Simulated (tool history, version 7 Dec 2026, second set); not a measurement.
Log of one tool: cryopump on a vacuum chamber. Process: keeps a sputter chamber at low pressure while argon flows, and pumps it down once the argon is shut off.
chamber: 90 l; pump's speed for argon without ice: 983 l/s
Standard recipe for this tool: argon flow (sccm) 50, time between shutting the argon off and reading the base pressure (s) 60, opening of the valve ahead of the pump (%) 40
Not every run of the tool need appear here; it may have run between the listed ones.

run,day,argon flow (sccm),time between shutting the argon off and reading the base pressure (s),opening of the valve ahead of the pump (%),pressure while argon flows (Pa),pressure after the wait (uPa)
1,0,50,60,40,0.2234,2.83
2,0.571,50,60,48,0.1866,2.75
3,1.179,83,60,40,0.375,2.86
4,1.717,90,60,40,0.4031,2.82
5,2.438,90,60,40,0.4061,2.93
6,3.008,50,21,40,0.2249,3.94
7,3.529,50,21,40,0.2251,4.11
8,4.279,50,21,40,0.2247,4.03
9,4.821,50,21,40,0.2284,4.08
10,5.475,50,60,40,0.2261,3.06
11,5.896,50,60,40,0.2253,3.02
12,6.533,50,60,40,0.227,3.13
13,7.121,50,60,40,0.2272,3.04
14,7.808,50,60,40,0.2253,3.37
15,8.492,50,60,40,0.228,3.17
16,9.025,50,133,40,0.2255,3
17,9.417,50,133,40,0.2265,2.97
18,10.167,28,60,40,0.1279,3.33
19,10.842,23,228,30,0.1386,2.98
20,11.571,23,228,30,0.1372,2.99
21,12.058,32,228,31,0.188,3.07
22,12.475,32,277,41,0.1441,3.01
23,12.962,32,189,22,0.2599,3.11
24,13.342,32,189,22,0.2602,3.21
25,13.688,77,99,29,0.4776,3.37
26,14.167,93,60,40,0.4299,3.6
27,14.867,93,60,40,0.423,3.6
28,15.617,93,60,40,0.4287,3.59
29,16.292,57,60,21,0.4864,3.65
30,16.675,59,42,42,0.2589,4.08
31,17.404,59,215,54,0.2077,3.44
32,18.05,39,79,57,0.1292,3.6
33,18.596,39,155,17,0.406,3.54
34,19.279,35,62,40,0.1635,3.89

3 ways to go on from here, each from the tool as it stands after run 34. What would each give?
A,19.762,32,47,40,?,?
B,19.762,77,62,40,?,?
C,19.762,35,221,40,?,?

run,pressure while argon flows (Pa),pressure after the wait (uPa)
A,0.1475,4.11
B,0.3557,3.89
C,0.1627,3.52
Had the tool no hidden state, the same runs would have come out as:
run,pressure while argon flows (Pa),pressure after the wait (uPa)
A,0.1366,0.96
B,0.3296,0.79
C,0.1507,0.46

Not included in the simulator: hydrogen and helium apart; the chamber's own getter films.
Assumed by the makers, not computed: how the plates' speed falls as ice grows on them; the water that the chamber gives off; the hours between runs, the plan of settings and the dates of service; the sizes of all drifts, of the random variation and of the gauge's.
